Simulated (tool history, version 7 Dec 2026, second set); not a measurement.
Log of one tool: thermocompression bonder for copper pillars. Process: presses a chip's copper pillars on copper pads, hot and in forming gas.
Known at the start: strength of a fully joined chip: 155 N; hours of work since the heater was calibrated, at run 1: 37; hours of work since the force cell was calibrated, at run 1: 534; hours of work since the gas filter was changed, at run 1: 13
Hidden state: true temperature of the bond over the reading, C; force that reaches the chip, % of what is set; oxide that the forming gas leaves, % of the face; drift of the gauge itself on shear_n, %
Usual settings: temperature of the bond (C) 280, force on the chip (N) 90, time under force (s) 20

run	hour	temperature of the bond (C)	force on the chip (N)	time under force (s)	hours of work since the heater was calibrated	hours of work since the force cell was calibrated	hours of work since the gas filter was changed	force that shears a chip off (N)
1	0.0	280	90	20	37	534	13	59.6
2	8.1	280	90	25	40	538	16	64.7
3	17.1	280	90	25	44	542	20	64.9
4	22.4	280	90	25	47	544	23	64.7
5	27.7	280	90	25	49	546	25	64.6
6	35.1	280	90	32	52	550	28	70.7
7	44.8	280	90	53	57	554	33	84.3
8	50.6	280	90	53	59	557	35	83.4
9	57.8	280	90	53	62	560	38	83.8
10	67.8	280	90	20	67	564	43	59.0
11	75.9	280	90	20	70	568	46	59.4
12	81.6	280	90	20	73	570	49	59.4
13	91.7	280	90	20	77	575	54	59.0
14	100.4	280	90	20	81	579	57	59.1
15	109.4	280	90	20	85	583	61	58.9
16	116.3	280	90	20	88	586	64	59.1
17	122.9	280	90	20	91	589	67	58.7
18	130.3	280	90	20	94	592	71	58.5
19	140.3	291	90	20	99	596	75	65.8
20	145.6	280	90	20	101	599	77	58.8
21	151.6	266	128	43	104	601	80	92.2
22	156.2	280	117	31	106	603	82	88.1
23	162.5	292	90	22	109	606	85	68.7
24	173.0	292	76	22	113	611	90	58.1
25	180.9	292	76	22	117	614	93	57.5
26	185.9	292	76	22	119	617	95	58.0
27	193.3	307	90	46	122	620	99	98.9
28	199.0	270	60	19	125	622	101	32.2
29	205.3	299	127	31	128	625	104	107.8
30	215.2	303	56	13	132	630	108	37.6
31	220.4	270	73	14	134	632	111	35.4
32	229.1	276	119	28	138	636	115	82.7
33	239.8	294	107	22	143	641	119	81.9
34	245.6	267	108	39	146	643	122	77.1
35	251.7	296	90	20	148	646	125	68.6
36	256.5	296	90	20	151	648	127	68.6
37	263.6	296	90	20	154	651	130	68.6
38	271.9	296	90	20	157	655	134	68.5
39	281.5	296	92	33	162	659	138	82.8
40	287.9	296	92	33	164	662	141	82.8

3 ways to go on from here, each from the tool as it stands after run 40. What would each give?
A	293.0	299	102	20	167	664	143	?
B	293.0	300	60	10	167	664	143	?
C	293.0	277	92	30	167	664	143	?

run	force that shears a chip off (N)
A	79.2
B	34.4
C	66.5
Without the tool's hidden state the same runs would have given:
run	force that shears a chip off (N)
A	81.4
B	35.3
C	68.3
